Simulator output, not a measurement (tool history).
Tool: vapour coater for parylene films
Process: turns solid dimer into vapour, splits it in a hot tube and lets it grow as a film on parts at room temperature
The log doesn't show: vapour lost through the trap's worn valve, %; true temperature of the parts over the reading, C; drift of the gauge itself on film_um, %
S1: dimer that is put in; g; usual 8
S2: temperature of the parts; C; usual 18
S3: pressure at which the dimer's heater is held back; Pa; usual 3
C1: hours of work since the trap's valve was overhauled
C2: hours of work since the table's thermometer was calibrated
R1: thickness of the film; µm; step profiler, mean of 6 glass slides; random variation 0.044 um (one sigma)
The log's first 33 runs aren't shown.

-- hour=649.8 trap's valve overhauled
run 34 hour=668.8 | S1=11 S2=11 S3=10.96 | C1=12 C2=536 | R1=7.19
run 35 hour=685.9 | S1=4 S2=27 S3=3.92 | C1=23 C2=547 | R1=1.45
run 36 hour=713.5 | S1=5 S2=18 S3=3 | C1=40 C2=565 | R1=2.95
run 37 hour=726.5 | S1=8 S2=12 S3=3 | C1=49 C2=573 | R1=5.74
run 38 hour=747.2 | S1=8 S2=12 S3=3 | C1=62 C2=586 | R1=5.83
run 39 hour=767.6 | S1=4 S2=14 S3=10.8 | C1=75 C2=599 | R1=2.25
run 40 hour=781.7 | S1=4 S2=15 S3=11.11 | C1=84 C2=608 | R1=2.14
run 41 hour=807.5 | S1=8 S2=23 S3=3 | C1=100 C2=624 | R1=3.6
run 42 hour=832 | S1=8 S2=23 S3=3 | C1=116 C2=640 | R1=3.58
run 43 hour=847 | S1=8 S2=12 S3=10.52 | C1=125 C2=650 | R1=4.92
run 44 hour=860.1 | S1=8 S2=12 S3=10.52 | C1=134 C2=658 | R1=4.91
run 45 hour=879.4 | S1=7 S2=28 S3=7.31 | C1=146 C2=670 | R1=2.04
run 46 hour=901 | S1=8 S2=11 S3=9.19 | C1=160 C2=684 | R1=5.21
run 47 hour=927.6 | S1=8 S2=20 S3=3 | C1=177 C2=701 | R1=4.05
run 48 hour=948.4 | S1=8 S2=20 S3=3 | C1=190 C2=714 | R1=4.05

Forecast each of these 3 alternatives for the next run:
run A hour=973.4 | S1=8 S2=21 S3=5.05 | C1=206 C2=730 | R1=?
run B hour=973.4 | S1=3 S2=20 S3=9.79 | C1=206 C2=730 | R1=?
run C hour=973.4 | S1=4 S2=18 S3=3 | C1=206 C2=730 | R1=?

run=A R1=3.48
run=B R1=1.24
run=C R1=2.22
Without the tool's hidden state the same runs would have given:
run=A R1=3.83
run=B R1=1.36
run=C R1=2.45

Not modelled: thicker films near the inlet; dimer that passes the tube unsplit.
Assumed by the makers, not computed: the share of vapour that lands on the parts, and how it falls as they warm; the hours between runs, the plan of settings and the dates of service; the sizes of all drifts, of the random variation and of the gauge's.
